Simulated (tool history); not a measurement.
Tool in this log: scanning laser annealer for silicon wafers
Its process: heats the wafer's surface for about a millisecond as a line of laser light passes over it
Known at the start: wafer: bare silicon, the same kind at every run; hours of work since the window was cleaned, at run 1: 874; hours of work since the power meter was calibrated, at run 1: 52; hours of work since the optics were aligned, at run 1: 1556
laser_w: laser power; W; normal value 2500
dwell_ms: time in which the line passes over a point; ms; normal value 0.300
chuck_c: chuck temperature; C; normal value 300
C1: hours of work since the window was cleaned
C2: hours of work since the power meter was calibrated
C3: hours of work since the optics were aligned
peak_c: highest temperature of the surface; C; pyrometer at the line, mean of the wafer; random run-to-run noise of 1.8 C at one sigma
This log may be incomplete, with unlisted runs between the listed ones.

Run 1, day 0.000: usual settings; C1 874; C2 52; C3 1556. Result: peak_c 1045 C.
Run 2, day 0.442: usual settings; C1 879; C2 57; C3 1562. Result: peak_c 1041 C.
Run 3, day 0.792: usual settings but dwell_ms 0.303 ms; C1 884; C2 62; C3 1566. Result: peak_c 1045 C.
Run 4, day 1.208: usual settings but dwell_ms 0.303 ms; C1 889; C2 67; C3 1571. Result: peak_c 1045 C.
Run 5, day 1.508: usual settings but dwell_ms 0.357 ms; C1 893; C2 71; C3 1575. Result: peak_c 1105 C.
Run 6, day 1.788: usual settings but dwell_ms 0.357 ms; C1 896; C2 74; C3 1578. Result: peak_c 1102 C.
Run 7, day 2.329: usual settings but dwell_ms 0.357 ms; C1 903; C2 81; C3 1585. Result: peak_c 1101 C.
Run 8, day 2.846: usual settings; C1 910; C2 88; C3 1592. Result: peak_c 1040 C.
Run 9, day 3.100: usual settings; C1 913; C2 91; C3 1595. Result: peak_c 1042 C.
Run 10, day 3.650: usual settings; C1 920; C2 98; C3 1602. Result: peak_c 1043 C.
Run 11, day 4.112: usual settings; C1 925; C2 103; C3 1608. Result: peak_c 1043 C.
At day 4.608: window over the wafer cleaned.
Run 12, day 4.700: usual settings but dwell_ms 0.227 ms; C1 1; C2 110; C3 1614. Result: peak_c 957 C.
Run 13, day 5.258: usual settings; C1 8; C2 117; C3 1621. Result: peak_c 1041 C.
Run 14, day 5.525: usual settings; C1 12; C2 120; C3 1624. Result: peak_c 1039 C.
Run 15, day 6.058: usual settings; C1 18; C2 127; C3 1631. Result: peak_c 1041 C.
Run 16, day 6.504: usual settings but laser_w 2245 W, chuck_c 279 C; C1 24; C2 132; C3 1637. Result: peak_c 950 C.
Run 17, day 6.846: usual settings but laser_w 2470 W, chuck_c 316 C; C1 28; C2 137; C3 1641. Result: peak_c 1049 C.
Run 18, day 7.121: usual settings but laser_w 2387 W, dwell_ms 0.333 ms; C1 31; C2 140; C3 1644. Result: peak_c 1044 C.
Run 19, day 7.675: usual settings but laser_w 2543 W, dwell_ms 0.243 ms, chuck_c 323 C; C1 38; C2 147; C3 1651. Result: peak_c 1009 C.
Run 20, day 8.204: usual settings but laser_w 2543 W, dwell_ms 0.243 ms, chuck_c 323 C; C1 45; C2 154; C3 1658. Result: peak_c 1008 C.
Run 21, day 8.467: usual settings but laser_w 2543 W, dwell_ms 0.243 ms, chuck_c 323 C; C1 48; C2 157; C3 1661. Result: peak_c 1007 C.
Run 22, day 8.771: usual settings but laser_w 2709 W, dwell_ms 0.313 ms, chuck_c 323 C; C1 52; C2 161; C3 1665. Result: peak_c 1135 C.
Run 23, day 9.242: usual settings but laser_w 2193 W, dwell_ms 0.313 ms, chuck_c 323 C; C1 58; C2 167; C3 1671. Result: peak_c 996 C.
Run 24, day 9.583: usual settings but dwell_ms 0.304 ms; C1 62; C2 171; C3 1675. Result: peak_c 1048 C.
Run 25, day 10.000: usual settings but dwell_ms 0.304 ms; C1 68; C2 176; C3 1680. Result: peak_c 1046 C.
Run 26, day 10.517: usual settings but dwell_ms 0.304 ms; C1 74; C2 183; C3 1687. Result: peak_c 1042 C.
Run 27, day 10.917: usual settings but laser_w 2135 W, dwell_ms 0.214 ms, chuck_c 303 C; C1 79; C2 188; C3 1692. Result: peak_c 859 C.
Run 28, day 11.250: usual settings but laser_w 2309 W, dwell_ms 0.337 ms, chuck_c 274 C; C1 83; C2 192; C3 1696. Result: peak_c 1003 C.
Run 29, day 11.800: usual settings but laser_w 2309 W, dwell_ms 0.337 ms, chuck_c 274 C; C1 90; C2 199; C3 1703. Result: peak_c 1004 C.

Forecast each of these 5 alternatives for the next run:
Run A, day 12.038: usual settings but laser_w 2309 W, dwell_ms 0.211 ms, chuck_c 274 C; C1 93; C2 202; C3 1706. Result: peak_c ?.
Run B, day 12.038: usual settings but laser_w 2521 W, dwell_ms 0.223 ms, chuck_c 287 C; C1 93; C2 202; C3 1706. Result: peak_c ?.
Run C, day 12.038: usual settings but laser_w 2444 W, dwell_ms 0.337 ms, chuck_c 274 C; C1 93; C2 202; C3 1706. Result: peak_c ?.
Run D, day 12.038: usual settings but laser_w 2309 W, dwell_ms 0.244 ms, chuck_c 274 C; C1 93; C2 202; C3 1706. Result: peak_c ?.
Run E, day 12.038: usual settings but laser_w 2584 W, dwell_ms 0.220 ms; C1 93; C2 202; C3 1706. Result: peak_c ?.

run  peak_c
  A     863
  B     940
  C    1040
  D     904
  E     966
The same runs, with their run-to-run variation unchanged, on a tool lacking any hidden condition would have given:
run  peak_c
  A     863
  B     940
  C    1040
  D     904
  E     967

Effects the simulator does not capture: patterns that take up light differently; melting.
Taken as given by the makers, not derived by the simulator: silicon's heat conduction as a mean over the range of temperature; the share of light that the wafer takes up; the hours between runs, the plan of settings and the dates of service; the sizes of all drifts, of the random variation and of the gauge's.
